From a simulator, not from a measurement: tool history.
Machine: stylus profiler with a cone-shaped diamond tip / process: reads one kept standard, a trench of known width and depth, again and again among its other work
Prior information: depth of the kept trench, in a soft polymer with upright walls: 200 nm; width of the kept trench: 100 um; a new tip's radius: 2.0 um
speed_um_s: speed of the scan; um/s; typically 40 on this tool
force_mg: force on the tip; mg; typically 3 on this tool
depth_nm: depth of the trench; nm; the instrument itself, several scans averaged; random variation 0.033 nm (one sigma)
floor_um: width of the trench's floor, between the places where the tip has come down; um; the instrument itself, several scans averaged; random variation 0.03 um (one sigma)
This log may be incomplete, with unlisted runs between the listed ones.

run	hour	speed_um_s	force_mg	depth_nm	floor_um
1	0	40	3	201.22	97.7
2	25.1	40	3	201.28	97.72
3	77.4	40	3	201.24	97.64
4	111.2	40	3	201.22	97.71
5	139.2	40	3	201.2	97.72
6	169.9	40	3	201.28	97.71
7	210.7	40	3	201.2	97.67
8	249.8	40	3	201.19	97.67
9	306.6	40	3	201.19	97.65
# hour 312.2: height scale calibrated on a step standard
10	338.2	40	3	201.19	97.64
11	392.2	40	3	201.13	97.62
12	429.2	40	5.62	201.83	97.71
13	482.1	40	5.62	201.87	97.69
14	525.7	40	5.62	201.82	97.63
15	552.5	118	4.16	201.52	97.36
16	603.4	84	6.18	201.95	97.55
# hour 628.5: height scale calibrated on a step standard, once more
17	634.4	26	1.15	200.65	97.57
18	681.3	26	1.15	200.63	97.6
19	708.7	26	1.15	200.63	97.57
20	762.9	60	6.83	202.24	97.61
21	788.5	107	4.16	201.6	97.4
22	816.8	32	3.63	201.45	97.65
23	866.4	12	1.04	200.49	97.58
24	916.3	12	1.04	200.53	97.69
25	969.7	12	8.39	202.6	97.7
26	1026.7	12	8.39	202.52	97.67
27	1073.2	12	8.39	202.5	97.65
28	1114.3	28	5.93	201.99	97.55

Consider 5 possible next runs. They are alternatives, not a sequence: every one starts from the tool as it was left by run 28. What does each give?
A	1173.5	17	2.84	?	?
B	1173.5	28	8.53	?	?
C	1173.5	28	7.11	?	?
D	1173.5	22	3.21	?	?
E	1173.5	40	2.57	?	?

run	depth_nm	floor_um
A	201.11	97.59
B	202.52	97.63
C	202.23	97.59
D	201.18	97.68
E	201.02	97.51
Stripped of hidden state, with their random variation kept, the same runs would have yielded:
run	depth_nm	floor_um
A	201.31	98.18
B	202.72	98.22
C	202.43	98.18
D	201.38	98.26
E	201.22	98.1
